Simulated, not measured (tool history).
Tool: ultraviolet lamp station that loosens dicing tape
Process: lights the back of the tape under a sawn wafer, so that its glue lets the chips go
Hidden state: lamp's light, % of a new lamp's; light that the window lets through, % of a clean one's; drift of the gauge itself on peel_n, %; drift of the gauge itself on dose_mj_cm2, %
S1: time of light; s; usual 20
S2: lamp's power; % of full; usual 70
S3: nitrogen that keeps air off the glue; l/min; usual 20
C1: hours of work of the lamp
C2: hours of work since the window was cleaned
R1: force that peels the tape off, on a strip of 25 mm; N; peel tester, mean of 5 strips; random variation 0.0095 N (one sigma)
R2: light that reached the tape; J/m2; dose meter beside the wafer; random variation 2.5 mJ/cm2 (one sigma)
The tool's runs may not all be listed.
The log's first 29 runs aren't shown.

run,day,S1,S2,S3,C1,C2,R1,R2
30,14.279,11,61,20,418,13,1.504,1160
31,14.904,20,64,20,428,23,0.596,2280
32,15.454,20,78,20,437,31,0.429,2820
33,15.867,22,63,34,443,38,0.446,2460
34,16.338,20,70,10,450,45,0.675,2530
35,16.633,14,63,31,455,50,0.993,1590
36,17.038,10,72,20,461,56,1.430,1250
37,17.738,10,72,20,472,67,1.409,1250
38,18.296,21,78,6,481,76,0.638,2850
39,18.892,20,73,11,491,85,0.593,2520
40,19.175,20,73,11,495,90,0.609,2500
41,19.800,14,70,27,505,100,0.903,1660
42,20.204,17,79,37,511,106,0.490,2340

Forecast each of these 5 alternatives for the next run:
A,20.733,26,62,37,519,114,?,?
B,20.733,35,94,31,519,114,?,?
C,20.733,17,78,21,519,114,?,?
D,20.733,33,69,10,519,114,?,?
E,20.733,19,68,11,519,114,?,?

run,R1,R2
A,0.355,2750
B,0.147,5570
C,0.605,2300
D,0.293,3860
E,0.793,2230
Without the tool's hidden state the same runs would have given:
run,R1,R2
A,0.257,3270
B,0.139,6620
C,0.440,2730
D,0.218,4590
E,0.590,2650

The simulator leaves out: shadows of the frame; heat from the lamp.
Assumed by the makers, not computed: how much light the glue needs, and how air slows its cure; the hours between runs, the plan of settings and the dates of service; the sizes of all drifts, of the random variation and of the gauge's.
